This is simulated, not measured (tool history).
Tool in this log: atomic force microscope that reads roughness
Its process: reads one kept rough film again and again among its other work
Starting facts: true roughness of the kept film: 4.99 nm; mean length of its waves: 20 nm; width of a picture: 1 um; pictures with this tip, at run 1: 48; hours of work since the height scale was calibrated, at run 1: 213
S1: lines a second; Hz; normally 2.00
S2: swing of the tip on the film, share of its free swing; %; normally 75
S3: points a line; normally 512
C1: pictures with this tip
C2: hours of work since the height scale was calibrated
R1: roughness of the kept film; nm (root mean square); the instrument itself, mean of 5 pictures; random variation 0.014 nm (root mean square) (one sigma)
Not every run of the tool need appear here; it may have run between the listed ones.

run,hour,S1,S2,S3,C1,C2,R1
1,0.0,2.00,75,512,48,213,2.952
2,10.3,2.00,75,512,61,218,2.834
3,19.4,2.00,75,512,72,223,2.739
4,28.4,2.00,75,512,83,227,2.668
5,36.3,2.00,75,512,93,231,2.598
6,46.5,2.00,75,512,106,236,2.510
# hour 48.3: height scale calibrated on a step standard
7,59.7,2.00,71,512,121,6,2.491
8,70.3,2.00,71,512,134,11,2.424
9,81.6,2.00,71,512,148,17,2.348
10,90.6,2.00,71,512,159,21,2.269
11,103.5,2.00,71,512,175,28,2.199
12,111.2,3.78,71,977,184,31,2.020
# hour 113.3: height scale calibrated on a step standard, once more
# hour 115.5: new tip fitted
13,118.0,3.56,75,472,3,2,3.083
14,124.4,3.56,75,472,11,5,3.013
15,135.8,2.66,64,926,25,11,3.273
16,142.3,2.66,64,926,33,14,3.239
17,150.9,2.00,82,512,43,19,2.841
18,156.5,2.00,82,512,50,21,2.776
19,165.5,2.00,82,512,62,26,2.699

Consider 5 possible next runs. They are alternatives, not a sequence: every one starts from the tool as it was left by run 19. What does each give?
A,177.3,0.93,60,391,76,32,?
B,177.3,2.34,75,939,76,32,?
C,177.3,1.12,88,512,76,32,?
D,177.3,0.51,69,512,76,32,?
E,177.3,1.16,82,512,76,32,?

run,R1
A,3.005
B,2.708
C,2.692
D,3.047
E,2.769
Without the tool's hidden state the same runs would have given:
run,R1
A,3.827
B,3.447
C,3.427
D,3.879
E,3.524

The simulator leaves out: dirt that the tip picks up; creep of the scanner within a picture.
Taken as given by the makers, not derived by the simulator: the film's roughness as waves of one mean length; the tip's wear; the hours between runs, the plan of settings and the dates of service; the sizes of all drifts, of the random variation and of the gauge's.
